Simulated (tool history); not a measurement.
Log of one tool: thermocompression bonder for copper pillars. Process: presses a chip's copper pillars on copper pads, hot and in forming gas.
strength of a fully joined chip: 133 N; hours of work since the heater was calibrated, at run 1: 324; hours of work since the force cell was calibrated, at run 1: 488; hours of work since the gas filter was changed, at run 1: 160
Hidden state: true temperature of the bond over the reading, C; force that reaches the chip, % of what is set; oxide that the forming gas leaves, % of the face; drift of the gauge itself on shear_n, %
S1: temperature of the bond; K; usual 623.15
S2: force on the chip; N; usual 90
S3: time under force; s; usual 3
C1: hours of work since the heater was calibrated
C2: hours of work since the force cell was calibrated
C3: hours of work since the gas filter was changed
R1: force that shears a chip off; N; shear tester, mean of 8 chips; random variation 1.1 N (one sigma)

run    hour      S1   S2  S3    C1    C2   C3     R1
  1     0.0  623.15   90   3   324   488  160   92.3
  2    59.8  623.15   90   3   370   534  206   92.2
      135.2  -- forming gas filter changed
  3   135.2  623.15   90   3   428   592    0   96.2
  4   210.0  623.15   83   3   485   649   58   90.0
  5   287.1  623.15   83   3   545   709  117   89.9
  6   330.8  611.15   90   3   578   742  151   85.9
  7   403.1  611.15   90   3   634   798  206   83.6
  8   450.0  611.15   90   3   670   834  242   83.6
      478.3  -- forming gas filter changed
  9   495.7  611.15   90   3   705   869   13   87.3
 10   589.4  623.15   90   3   777   941   86   92.2
 11   658.0  623.15   90   3   830   994  138   92.4
 12   743.5  623.15   90   3   895  1060  204   89.0
 13   791.6  623.15   90   3   932  1097  241   88.6
      822.3  -- forming gas filter changed
 14   857.6  623.15   90   3   983  1147   27   92.5
      871.7  -- force cell calibrated
 15   932.7  623.15   90   3  1039    47   84   94.3
 16  1000.0  623.15   90   3  1091    99  136   94.2
 17  1048.0  623.15   90   3  1128   136  173   92.6
 18  1121.0  623.15   90   3  1184   192  229   90.8
     1169.6  -- forming gas filter changed
 19  1174.2  623.15   90   3  1225   232    4   94.3
 20  1262.5  643.15  123   3  1293   300   72  116.5
     1295.0  -- heater calibrated with a thermocouple chip
 21  1321.7  613.15  109   7    21   344  115  116.7
 22  1408.9  619.15   56   5    88   412  183   75.4
 23  1447.9  599.15   67   8   118   441  213   87.1
 24  1509.1  599.15   67   8   165   489  260   88.1
     1519.9  -- forming gas filter changed
 25  1551.1  599.15   67   8   197   521   24   89.7
 26  1606.3  599.15   94   6   239   563   67  100.6
 27  1658.6  645.15   63   3   279   603  107   82.7
 28  1706.3  626.15   67   6   316   640  143   93.4
 29  1788.6  601.15  111   6   379   703  207  107.9
     1863.1  -- forming gas filter changed
 30  1877.0  650.15  115   2   447   771   11  109.4
 31  1933.6  648.15  105   3   491   815   54  112.5
 32  1975.3  648.15  105   3   523   847   86  112.1
 33  2054.8  621.15   67   3   584   908  148   73.9
 34  2095.0  633.15   58   3   615   939  178   71.3
 35  2154.7  633.15   58   2   661   985  224   60.7
     2208.8  -- forming gas filter changed
 36  2220.2  633.15   58   2   711  1035    9   62.8
 37  2314.0  623.15   90   3   783  1107   81   94.1
 38  2370.6  623.15   85   3   827  1150  125   88.5

Forecast each of these 4 alternatives for the next run:
     2379.8  -- force cell calibrated
  A  2457.0  644.15   85   3  892  59  190   ?
     2379.8  -- force cell calibrated
  B  2457.0  648.15   90   3  892  59  190   ?
     2379.8  -- force cell calibrated
  C  2457.0  623.15  100   3  892  59  190   ?
     2379.8  -- force cell calibrated
  D  2457.0  631.15  131   3  892  59  190   ?

run     R1
  A   98.3
  B  102.7
  C   98.3
  D  110.9
Without the tool's hidden state the same runs would have given:
run     R1
  A  104.8
  B  109.3
  C  105.1
  D  117.1

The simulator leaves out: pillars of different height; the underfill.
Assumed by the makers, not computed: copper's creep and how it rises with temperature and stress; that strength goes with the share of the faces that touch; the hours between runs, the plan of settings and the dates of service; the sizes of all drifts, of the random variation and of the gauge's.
